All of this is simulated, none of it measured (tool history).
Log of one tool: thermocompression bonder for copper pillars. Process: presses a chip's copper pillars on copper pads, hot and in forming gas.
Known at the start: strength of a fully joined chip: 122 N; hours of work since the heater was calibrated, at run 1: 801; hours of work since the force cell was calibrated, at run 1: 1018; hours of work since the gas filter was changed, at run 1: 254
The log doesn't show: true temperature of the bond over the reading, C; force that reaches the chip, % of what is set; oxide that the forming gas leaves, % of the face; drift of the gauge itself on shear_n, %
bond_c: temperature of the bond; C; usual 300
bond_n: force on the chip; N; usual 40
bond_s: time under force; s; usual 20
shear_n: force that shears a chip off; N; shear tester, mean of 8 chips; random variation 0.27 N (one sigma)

| run | day | bond_c | bond_n | bond_s | hours of work since the heater was calibrated | hours of work since the force cell was calibrated | hours of work since the gas filter was changed | shear_n |
|---|---|---|---|---|---|---|---|---|
| 1 | 0.000 | 300 | 40 | 20 | 801 | 1018 | 254 | 67.2 |
|  | 0.754 | forming gas filter changed |
| 2 | 2.517 | 300 | 40 | 20 | 846 | 1063 | 32 | 73.4 |
| 3 | 4.517 | 287 | 40 | 20 | 882 | 1099 | 68 | 62.4 |
| 4 | 6.821 | 300 | 40 | 19 | 924 | 1141 | 110 | 70.9 |
| 5 | 8.104 | 300 | 40 | 19 | 948 | 1165 | 134 | 69.9 |
| 6 | 10.896 | 300 | 40 | 20 | 998 | 1215 | 184 | 70.5 |
| 7 | 13.438 | 300 | 40 | 20 | 1045 | 1261 | 231 | 69.2 |
| 8 | 14.675 | 300 | 40 | 20 | 1067 | 1284 | 253 | 69.1 |
|  | 15.542 | forming gas filter changed |
| 9 | 17.450 | 300 | 40 | 20 | 1117 | 1334 | 35 | 73.7 |
| 10 | 19.200 | 284 | 25 | 22 | 1149 | 1366 | 66 | 39.1 |
| 11 | 21.608 | 284 | 26 | 20 | 1193 | 1410 | 110 | 38.6 |
|  | 23.583 | force cell calibrated |
| 12 | 24.596 | 270 | 58 | 32 | 1246 | 18 | 163 | 80.9 |
| 13 | 26.950 | 300 | 42 | 19 | 1289 | 61 | 206 | 74.8 |
| 14 | 28.375 | 300 | 40 | 17 | 1315 | 87 | 232 | 68.5 |
|  | 30.438 | forming gas filter changed |
| 15 | 30.904 | 300 | 40 | 48 | 1360 | 133 | 8 | 96.1 |
| 16 | 32.638 | 300 | 40 | 48 | 1392 | 164 | 40 | 95.3 |
| 17 | 35.267 | 302 | 40 | 39 | 1439 | 212 | 88 | 91.0 |

3 ways to go on from here, each from the tool as it stands after run 17. What would each give?
| A | 37.517 | 288 | 28 | 41 | 1480 | 253 | 129 | ? |
| B | 37.517 | 326 | 35 | 26 | 1480 | 253 | 129 | ? |
| C | 37.517 | 302 | 28 | 20 | 1480 | 253 | 129 | ? |

| run | shear_n |
|---|---|
| A | 60.5 |
| B | 91.6 |
| C | 56.2 |
Without the tool's hidden state the same runs would have given:
| run | shear_n |
|---|---|
| A | 59.0 |
| B | 91.9 |
| C | 54.9 |
